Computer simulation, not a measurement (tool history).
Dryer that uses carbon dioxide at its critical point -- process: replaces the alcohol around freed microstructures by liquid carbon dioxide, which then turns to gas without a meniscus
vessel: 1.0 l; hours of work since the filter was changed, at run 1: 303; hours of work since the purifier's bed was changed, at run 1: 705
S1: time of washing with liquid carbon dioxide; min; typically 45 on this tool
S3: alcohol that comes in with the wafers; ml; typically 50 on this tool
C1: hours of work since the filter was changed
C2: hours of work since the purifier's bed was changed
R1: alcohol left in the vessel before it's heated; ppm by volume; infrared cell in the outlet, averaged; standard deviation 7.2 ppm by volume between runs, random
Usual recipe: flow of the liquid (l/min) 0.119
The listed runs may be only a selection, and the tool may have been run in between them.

{"run": 1, "hour": 0.0, "S1": 45, "flow of the liquid (l/min)": 0.119, "S3": 50, "C1": 303, "C2": 705, "R1": 707}
{"run": 2, "hour": 27.3, "S1": 45, "flow of the liquid (l/min)": 0.119, "S3": 50, "C1": 323, "C2": 726, "R1": 761}
{"run": 3, "hour": 45.0, "S1": 45, "flow of the liquid (l/min)": 0.119, "S3": 50, "C1": 336, "C2": 739, "R1": 771}
{"run": 4, "hour": 64.8, "S1": 45, "flow of the liquid (l/min)": 0.119, "S3": 50, "C1": 351, "C2": 753, "R1": 791}
{"run": 5, "hour": 91.4, "S1": 45, "flow of the liquid (l/min)": 0.119, "S3": 48, "C1": 371, "C2": 773, "R1": 829}
{"run": 6, "hour": 114.9, "S1": 45, "flow of the liquid (l/min)": 0.119, "S3": 50, "C1": 388, "C2": 790, "R1": 843}
{"run": 7, "hour": 146.4, "S1": 45, "flow of the liquid (l/min)": 0.119, "S3": 50, "C1": 411, "C2": 814, "R1": 906}
{"run": 8, "hour": 177.2, "S1": 45, "flow of the liquid (l/min)": 0.119, "S3": 50, "C1": 434, "C2": 836, "R1": 917}
{"hour": 191.3, "done": "inlet filter changed"}
{"run": 9, "hour": 193.0, "S1": 45, "flow of the liquid (l/min)": 0.119, "S3": 50, "C1": 1, "C2": 847, "R1": 495}
{"run": 10, "hour": 221.1, "S1": 45, "flow of the liquid (l/min)": 0.119, "S3": 50, "C1": 22, "C2": 868, "R1": 528}
{"run": 11, "hour": 245.5, "S1": 45, "flow of the liquid (l/min)": 0.119, "S3": 50, "C1": 40, "C2": 886, "R1": 549}
{"run": 12, "hour": 264.4, "S1": 67, "flow of the liquid (l/min)": 0.079, "S3": 96, "C1": 54, "C2": 900, "R1": 935}
{"run": 13, "hour": 289.8, "S1": 55, "flow of the liquid (l/min)": 0.189, "S3": 50, "C1": 73, "C2": 919, "R1": 170}
{"run": 14, "hour": 305.3, "S1": 55, "flow of the liquid (l/min)": 0.189, "S3": 50, "C1": 84, "C2": 930, "R1": 173}
{"run": 15, "hour": 320.2, "S1": 64, "flow of the liquid (l/min)": 0.189, "S3": 40, "C1": 95, "C2": 941, "R1": 166}
{"run": 16, "hour": 337.9, "S1": 34, "flow of the liquid (l/min)": 0.1, "S3": 56, "C1": 108, "C2": 954, "R1": 2892}
{"run": 17, "hour": 362.6, "S1": 50, "flow of the liquid (l/min)": 0.077, "S3": 56, "C1": 126, "C2": 972, "R1": 2075}
{"run": 18, "hour": 386.4, "S1": 44, "flow of the liquid (l/min)": 0.16, "S3": 67, "C1": 144, "C2": 990, "R1": 332}
{"run": 19, "hour": 414.1, "S1": 31, "flow of the liquid (l/min)": 0.119, "S3": 21, "C1": 165, "C2": 1010, "R1": 1050}
{"run": 20, "hour": 428.2, "S1": 31, "flow of the liquid (l/min)": 0.119, "S3": 21, "C1": 175, "C2": 1021, "R1": 1034}
{"run": 21, "hour": 448.3, "S1": 32, "flow of the liquid (l/min)": 0.123, "S3": 88, "C1": 190, "C2": 1036, "R1": 3285}
{"run": 22, "hour": 467.8, "S1": 64, "flow of the liquid (l/min)": 0.123, "S3": 38, "C1": 204, "C2": 1050, "R1": 241}

Selected run-to-run steps in R1, each split into two signed amounts: the part the tool would show with no hidden state at all (from settings, incoming material and random variation), and the remainder, which goes to the hidden state together with any gauge scatter not common to the measured and the hidden-state-free results:
Hidden state at play: flow that reaches the vessel past the clogged filter, %; alcohol in the recycled carbon dioxide, ppm; drift of the gauge itself on alcohol_ppm, %.
Run 15 -> 16: S1 64 -> 34, flow of the liquid (l/min) 0.189 -> 0.1, S3 40 -> 56. R1 +2726 ppm by volume: hidden state +378, all else +2348.
Run 20 -> 21: S1 31 -> 32, flow of the liquid (l/min) 0.119 -> 0.123, S3 21 -> 88. R1 +2251 ppm by volume: hidden state +600, all else +1651.
Run 21 -> 22: S1 32 -> 64, S3 88 -> 38. R1 -3044 ppm by volume: hidden state -757, all else -2287.
